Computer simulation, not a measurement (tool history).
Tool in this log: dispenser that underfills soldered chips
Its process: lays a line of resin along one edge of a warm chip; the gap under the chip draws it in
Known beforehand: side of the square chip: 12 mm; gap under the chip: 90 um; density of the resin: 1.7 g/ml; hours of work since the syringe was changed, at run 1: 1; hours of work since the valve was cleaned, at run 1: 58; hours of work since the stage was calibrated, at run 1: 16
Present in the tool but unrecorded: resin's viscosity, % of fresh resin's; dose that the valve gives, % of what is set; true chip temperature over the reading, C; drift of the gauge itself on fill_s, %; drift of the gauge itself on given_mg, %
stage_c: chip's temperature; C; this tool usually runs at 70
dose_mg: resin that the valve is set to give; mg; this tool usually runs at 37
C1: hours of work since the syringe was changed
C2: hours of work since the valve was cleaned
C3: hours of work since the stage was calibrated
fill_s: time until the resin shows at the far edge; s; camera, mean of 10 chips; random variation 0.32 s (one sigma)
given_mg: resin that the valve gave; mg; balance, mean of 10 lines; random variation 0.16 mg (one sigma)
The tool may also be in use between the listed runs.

run 1 hour=0 | stage_c=70 dose_mg=37 | C1=1 C2=58 C3=16 | fill_s=19.1 given_mg=34.81
run 2 hour=2.2 | stage_c=58 dose_mg=37 | C1=3 C2=59 C3=17 | fill_s=31.9 given_mg=34.9
run 3 hour=5 | stage_c=58 dose_mg=38.2 | C1=5 C2=61 C3=19 | fill_s=35.3 given_mg=35.96
-- hour=7.1 new syringe of resin
run 4 hour=9.7 | stage_c=58 dose_mg=46.3 | C1=2 C2=65 C3=23 | fill_s=30 given_mg=43.44
run 5 hour=12.9 | stage_c=58 dose_mg=46.3 | C1=4 C2=67 C3=25 | fill_s=33.9 given_mg=43.33
-- hour=16 new syringe of resin
run 6 hour=17.4 | stage_c=58 dose_mg=46.3 | C1=1 C2=70 C3=28 | fill_s=28.3 given_mg=43.75
run 7 hour=20.7 | stage_c=70 dose_mg=38.3 | C1=3 C2=73 C3=30 | fill_s=21.1 given_mg=35.4
run 8 hour=23.6 | stage_c=70 dose_mg=37 | C1=6 C2=75 C3=33 | fill_s=23.3 given_mg=34.49
-- hour=25 new syringe of resin
run 9 hour=26 | stage_c=70 dose_mg=41.1 | C1=1 C2=76 C3=34 | fill_s=18.7 given_mg=38.5
run 10 hour=30.2 | stage_c=73 dose_mg=37 | C1=4 C2=79 C3=37 | fill_s=20.1 given_mg=34.04
-- hour=33.8 new syringe of resin
run 11 hour=35.3 | stage_c=70 dose_mg=37 | C1=1 C2=83 C3=41 | fill_s=20 given_mg=34.14
run 12 hour=38.5 | stage_c=70 dose_mg=37 | C1=3 C2=85 C3=43 | fill_s=22.1 given_mg=34.06
run 13 hour=41.1 | stage_c=70 dose_mg=37 | C1=5 C2=87 C3=45 | fill_s=23.4 given_mg=33.97
-- hour=42.4 new syringe of resin
run 14 hour=45.9 | stage_c=70 dose_mg=37 | C1=3 C2=91 C3=48 | fill_s=20.5 given_mg=33.67
run 15 hour=49 | stage_c=62 dose_mg=37 | C1=5 C2=93 C3=51 | fill_s=30.6 given_mg=33.87
-- hour=51.2 new syringe of resin
run 16 hour=52.2 | stage_c=62 dose_mg=37 | C1=1 C2=95 C3=53 | fill_s=25 given_mg=33.51
run 17 hour=55.5 | stage_c=62 dose_mg=37 | C1=3 C2=98 C3=55 | fill_s=28.2 given_mg=33.44
run 18 hour=57.8 | stage_c=73 dose_mg=37 | C1=5 C2=99 C3=57 | fill_s=20.2 given_mg=33.66
-- hour=59.9 new syringe of resin
run 19 hour=60.2 | stage_c=73 dose_mg=37 | C1=0 C2=101 C3=59 | fill_s=16.6 given_mg=33.53
run 20 hour=65.1 | stage_c=63 dose_mg=47.2 | C1=4 C2=104 C3=62 | fill_s=27.4 given_mg=42.47
-- hour=68.7 new syringe of resin
run 21 hour=70 | stage_c=78 dose_mg=36.8 | C1=1 C2=108 C3=66 | fill_s=15 given_mg=33.09
run 22 hour=74.5 | stage_c=60 dose_mg=42 | C1=4 C2=111 C3=69 | fill_s=31.7 given_mg=37.62
-- hour=77.5 new syringe of resin
run 23 hour=79.5 | stage_c=60 dose_mg=42 | C1=1 C2=115 C3=72 | fill_s=28.3 given_mg=37.43
-- hour=81.4 dispensing valve cleaned and set on the balance
run 24 hour=84 | stage_c=63 dose_mg=37.6 | C1=4 C2=2 C3=75 | fill_s=28.7 given_mg=37.14
-- hour=87.3 new syringe of resin
run 25 hour=89.3 | stage_c=81 dose_mg=37.6 | C1=2 C2=6 C3=79 | fill_s=14.2 given_mg=37.3
run 26 hour=94.1 | stage_c=72 dose_mg=40.4 | C1=5 C2=9 C3=82 | fill_s=21.2 given_mg=40.32
-- hour=96.1 new syringe of resin
run 27 hour=99.3 | stage_c=60 dose_mg=40.1 | C1=2 C2=13 C3=86 | fill_s=28.5 given_mg=39.91
run 28 hour=101.6 | stage_c=60 dose_mg=40.1 | C1=4 C2=15 C3=88 | fill_s=30.2 given_mg=39.87
run 29 hour=103.8 | stage_c=60 dose_mg=40.1 | C1=6 C2=16 C3=89 | fill_s=32.3 given_mg=39.41
-- hour=105 new syringe of resin
run 30 hour=106.7 | stage_c=60 dose_mg=40.1 | C1=1 C2=18 C3=91 | fill_s=27.5 given_mg=39.46
run 31 hour=110.2 | stage_c=66 dose_mg=34.5 | C1=4 C2=21 C3=94 | fill_s=25.3 given_mg=33.94
-- hour=113.9 new syringe of resin
run 32 hour=114 | stage_c=66 dose_mg=32.1 | C1=0 C2=23 C3=96 | fill_s=21.8 given_mg=31.35
run 33 hour=116.5 | stage_c=60 dose_mg=38.9 | C1=2 C2=25 C3=98 | fill_s=27.8 given_mg=38.19
run 34 hour=119.8 | stage_c=60 dose_mg=33.9 | C1=4 C2=28 C3=101 | fill_s=31.9 given_mg=32.92
-- hour=122.9 new syringe of resin
run 35 hour=123.2 | stage_c=65 dose_mg=40.4 | C1=0 C2=30 C3=103 | fill_s=21.9 given_mg=39.08
run 36 hour=125.7 | stage_c=59 dose_mg=40.4 | C1=2 C2=32 C3=105 | fill_s=29.9 given_mg=39.16

Same runs, no hidden state in the tool, same run-to-run variation:
run=1 fill_s=18.3 given_mg=36.84
run=2 fill_s=28.6 given_mg=36.99
run=3 fill_s=29.2 given_mg=38.19
run=4 fill_s=27.9 given_mg=46.29
run=5 fill_s=28.7 given_mg=46.28
run=6 fill_s=28 given_mg=46.88
run=7 fill_s=19 given_mg=38.02
run=8 fill_s=19.2 given_mg=37.14
run=9 fill_s=17.9 given_mg=41.52
run=10 fill_s=17 given_mg=36.84
run=11 fill_s=18.6 given_mg=37.07
run=12 fill_s=18.8 given_mg=37.08
run=13 fill_s=18.3 given_mg=37.05
run=14 fill_s=18.2 given_mg=36.86
run=15 fill_s=24.9 given_mg=37.18
run=16 fill_s=24.3 given_mg=36.86
run=17 fill_s=24.9 given_mg=36.88
run=18 fill_s=16.6 given_mg=37.17
run=19 fill_s=16.2 given_mg=37.09
run=20 fill_s=23.4 given_mg=47.16
run=21 fill_s=14.3 given_mg=36.86
run=22 fill_s=26.7 given_mg=42.06
run=23 fill_s=26.5 given_mg=42.02
run=24 fill_s=24.5 given_mg=37.14
run=25 fill_s=13.3 given_mg=37.44
run=26 fill_s=17.2 given_mg=40.6
run=27 fill_s=26.2 given_mg=40.33
run=28 fill_s=25.9 given_mg=40.35
run=29 fill_s=26.1 given_mg=39.95
run=30 fill_s=26.2 given_mg=40.07
run=31 fill_s=21.8 given_mg=34.56
run=32 fill_s=22 given_mg=31.99
run=33 fill_s=26.2 given_mg=39.05
run=34 fill_s=27.3 given_mg=33.73
run=35 fill_s=22.2 given_mg=40.14
run=36 fill_s=28.2 given_mg=40.29
